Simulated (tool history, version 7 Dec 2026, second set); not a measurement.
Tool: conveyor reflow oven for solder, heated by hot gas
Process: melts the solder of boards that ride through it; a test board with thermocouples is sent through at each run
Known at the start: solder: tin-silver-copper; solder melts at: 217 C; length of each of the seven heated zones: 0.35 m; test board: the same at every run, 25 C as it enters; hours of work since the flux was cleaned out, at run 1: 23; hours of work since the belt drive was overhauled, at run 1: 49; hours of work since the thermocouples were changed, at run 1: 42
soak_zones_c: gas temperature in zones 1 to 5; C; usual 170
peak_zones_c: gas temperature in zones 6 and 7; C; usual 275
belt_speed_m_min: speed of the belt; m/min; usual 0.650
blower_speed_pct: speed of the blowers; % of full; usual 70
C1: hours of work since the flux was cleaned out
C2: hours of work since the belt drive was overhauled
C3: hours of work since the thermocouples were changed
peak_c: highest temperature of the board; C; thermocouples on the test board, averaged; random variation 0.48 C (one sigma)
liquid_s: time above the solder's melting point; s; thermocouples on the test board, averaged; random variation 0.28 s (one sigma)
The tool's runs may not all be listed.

run 1 hour=0.0 | soak_zones_c=170 peak_zones_c=275 belt_speed_m_min=0.650 blower_speed_pct=70 | C1=23 C2=49 C3=42 | peak_c=263.5 liquid_s=53.5
run 2 hour=6.4 | soak_zones_c=170 peak_zones_c=275 belt_speed_m_min=0.698 blower_speed_pct=70 | C1=26 C2=52 C3=45 | peak_c=260.3 liquid_s=49.1
run 3 hour=17.8 | soak_zones_c=170 peak_zones_c=275 belt_speed_m_min=0.698 blower_speed_pct=70 | C1=32 C2=58 C3=51 | peak_c=262.0 liquid_s=48.7
run 4 hour=23.4 | soak_zones_c=170 peak_zones_c=275 belt_speed_m_min=0.650 blower_speed_pct=70 | C1=35 C2=61 C3=54 | peak_c=264.2 liquid_s=53.8
run 5 hour=28.8 | soak_zones_c=170 peak_zones_c=283 belt_speed_m_min=0.650 blower_speed_pct=70 | C1=37 C2=63 C3=57 | peak_c=270.7 liquid_s=57.0
run 6 hour=35.4 | soak_zones_c=170 peak_zones_c=283 belt_speed_m_min=0.650 blower_speed_pct=70 | C1=41 C2=67 C3=60 | peak_c=271.2 liquid_s=57.1
run 7 hour=40.6 | soak_zones_c=170 peak_zones_c=275 belt_speed_m_min=0.650 blower_speed_pct=70 | C1=43 C2=69 C3=62 | peak_c=262.5 liquid_s=53.6
run 8 hour=51.3 | soak_zones_c=170 peak_zones_c=275 belt_speed_m_min=0.650 blower_speed_pct=70 | C1=49 C2=74 C3=68 | peak_c=263.2 liquid_s=54.0
run 9 hour=58.4 | soak_zones_c=170 peak_zones_c=275 belt_speed_m_min=0.650 blower_speed_pct=50 | C1=52 C2=78 C3=71 | peak_c=258.6 liquid_s=51.6
run 10 hour=63.5 | soak_zones_c=170 peak_zones_c=275 belt_speed_m_min=0.650 blower_speed_pct=50 | C1=55 C2=81 C3=74 | peak_c=259.1 liquid_s=51.7
run 11 hour=74.1 | soak_zones_c=170 peak_zones_c=275 belt_speed_m_min=0.650 blower_speed_pct=50 | C1=60 C2=86 C3=79 | peak_c=258.9 liquid_s=51.3
run 12 hour=83.5 | soak_zones_c=170 peak_zones_c=275 belt_speed_m_min=0.650 blower_speed_pct=50 | C1=65 C2=91 C3=84 | peak_c=258.5 liquid_s=51.2
run 13 hour=95.9 | soak_zones_c=170 peak_zones_c=283 belt_speed_m_min=0.650 blower_speed_pct=50 | C1=71 C2=97 C3=90 | peak_c=266.6 liquid_s=54.7
run 14 hour=101.6 | soak_zones_c=158 peak_zones_c=275 belt_speed_m_min=0.752 blower_speed_pct=70 | C1=74 C2=100 C3=93 | peak_c=256.7 liquid_s=40.3
run 15 hour=110.9 | soak_zones_c=158 peak_zones_c=275 belt_speed_m_min=0.752 blower_speed_pct=70 | C1=78 C2=104 C3=98 | peak_c=256.1 liquid_s=40.0
run 16 hour=120.7 | soak_zones_c=166 peak_zones_c=277 belt_speed_m_min=0.752 blower_speed_pct=53 | C1=83 C2=109 C3=102 | peak_c=255.5 liquid_s=41.1
run 17 hour=128.5 | soak_zones_c=160 peak_zones_c=281 belt_speed_m_min=0.700 blower_speed_pct=72 | C1=87 C2=113 C3=106 | peak_c=265.1 liquid_s=48.5
run 18 hour=137.5 | soak_zones_c=160 peak_zones_c=281 belt_speed_m_min=0.700 blower_speed_pct=72 | C1=92 C2=117 C3=111 | peak_c=264.9 liquid_s=48.7
run 19 hour=147.0 | soak_zones_c=170 peak_zones_c=275 belt_speed_m_min=0.609 blower_speed_pct=58 | C1=96 C2=122 C3=116 | peak_c=263.3 liquid_s=57.4
run 20 hour=158.0 | soak_zones_c=180 peak_zones_c=275 belt_speed_m_min=0.609 blower_speed_pct=81 | C1=102 C2=128 C3=121 | peak_c=267.3 liquid_s=61.8
run 21 hour=166.7 | soak_zones_c=180 peak_zones_c=274 belt_speed_m_min=0.581 blower_speed_pct=61 | C1=106 C2=132 C3=125 | peak_c=263.8 liquid_s=63.4
run 22 hour=173.5 | soak_zones_c=180 peak_zones_c=269 belt_speed_m_min=0.746 blower_speed_pct=72 | C1=110 C2=135 C3=129 | peak_c=255.5 liquid_s=45.1
run 23 hour=180.5 | soak_zones_c=180 peak_zones_c=278 belt_speed_m_min=0.746 blower_speed_pct=72 | C1=113 C2=139 C3=132 | peak_c=263.1 liquid_s=49.0
run 24 hour=187.6 | soak_zones_c=170 peak_zones_c=281 belt_speed_m_min=0.650 blower_speed_pct=78 | C1=117 C2=143 C3=136 | peak_c=270.0 liquid_s=56.9
run 25 hour=199.6 | soak_zones_c=169 peak_zones_c=265 belt_speed_m_min=0.650 blower_speed_pct=50 | C1=123 C2=149 C3=142 | peak_c=249.6 liquid_s=45.5

4 ways to go on from here, each from the tool as it stands after run 25. What would each give?
run A hour=206.9 | soak_zones_c=170 peak_zones_c=275 belt_speed_m_min=0.625 blower_speed_pct=70 | C1=126 C2=152 C3=146 | peak_c=? liquid_s=?
run B hour=206.9 | soak_zones_c=169 peak_zones_c=276 belt_speed_m_min=0.650 blower_speed_pct=82 | C1=126 C2=152 C3=146 | peak_c=? liquid_s=?
run C hour=206.9 | soak_zones_c=169 peak_zones_c=265 belt_speed_m_min=0.536 blower_speed_pct=50 | C1=126 C2=152 C3=146 | peak_c=? liquid_s=?
run D hour=206.9 | soak_zones_c=170 peak_zones_c=283 belt_speed_m_min=0.650 blower_speed_pct=70 | C1=126 C2=152 C3=146 | peak_c=? liquid_s=?

run=A peak_c=264.2 liquid_s=56.4
run=B peak_c=265.3 liquid_s=54.5
run=C peak_c=254.5 liquid_s=60.9
run=D peak_c=269.7 liquid_s=57.2
Without the tool's hidden state the same runs would have given:
run=A peak_c=265.4 liquid_s=57.0
run=B peak_c=266.7 liquid_s=55.1
run=C peak_c=255.4 liquid_s=61.5
run=D peak_c=271.1 liquid_s=57.6
